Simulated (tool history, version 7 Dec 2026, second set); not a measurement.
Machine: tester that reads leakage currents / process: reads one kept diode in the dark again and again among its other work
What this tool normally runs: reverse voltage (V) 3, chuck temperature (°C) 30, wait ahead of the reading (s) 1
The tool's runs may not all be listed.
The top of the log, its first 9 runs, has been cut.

run	hour	reverse voltage (V)	chuck temperature (°C)	wait ahead of the reading (s)	hours of work since the probe card was cleaned	hours of work since the tester was calibrated	hours of work since the chuck was calibrated	current that the tester gives (pA)
10	1862.2	3	30	5.49	1669	1471	166	118.63
11	2131.2	3	30	5.49	1802	1603	299	118.62
12	2377	3	30	5.49	1922	1724	420	118.94
13	2516.4	9.48	30	1	1991	1793	488	222.42
14	2793.5	6.19	30	1	2128	1929	625	175.79
15	2977.7	6.19	30	1	2218	2020	715	176.25
# hour 3120.4: chuck's temperature calibrated
16	3270.1	6.19	30	1	2361	2163	74	175.81
# hour 3346.3: probe card cleaned and baked
17	3429.2	6.19	30	1	41	2239	151	176.02
18	3607.6	6.19	30	1	129	2327	238	176.48
19	3815.7	6.19	30	1	231	2430	341	177.07
20	3939.4	8.21	30	5.31	292	2491	402	203.74
21	4119.5	8.21	30	5.31	381	2579	490	204.04
22	4389.7	8.21	30	5.31	514	2712	623	204.84
23	4623.1	8.21	30	5.31	629	2827	738	205.53
# hour 4706.4: chuck's temperature calibrated
24	4754.5	8.21	30	5.31	692	2891	24	205.56
25	4899.7	1.14	29	1.52	764	2962	95	65.21
26	5184.2	19.21	29	1.52	904	3102	235	303.86
27	5335.8	3	29	1	978	3177	310	110.74
28	5500.9	3	29	1	1060	3258	391	110.53
29	5794.6	2.13	45	1	1204	3403	536	283.21
30	6067.1	12.23	30	4.78	1338	3537	670	253.79
31	6239.8	3.79	30	4.78	1423	3622	755	134.84
# hour 6310.1: chuck's temperature calibrated
32	6405.1	1.34	28	0.55	1504	3702	47	66.65
33	6627.1	1.07	28	0.62	1613	3812	156	58.69
34	6750.1	1.07	28	1.37	1674	3872	217	58.72

Run 35 has not been measured yet. What should we expect?
35	7042.1	1.07	28	1.37	1817	4016	360	?

Logged for run 35: current that the tester gives (pA) 58.68.
Take away the tool's hidden state, keep the run-to-run variation as it was, and the same run would have given current that the tester gives (pA) 58.71.
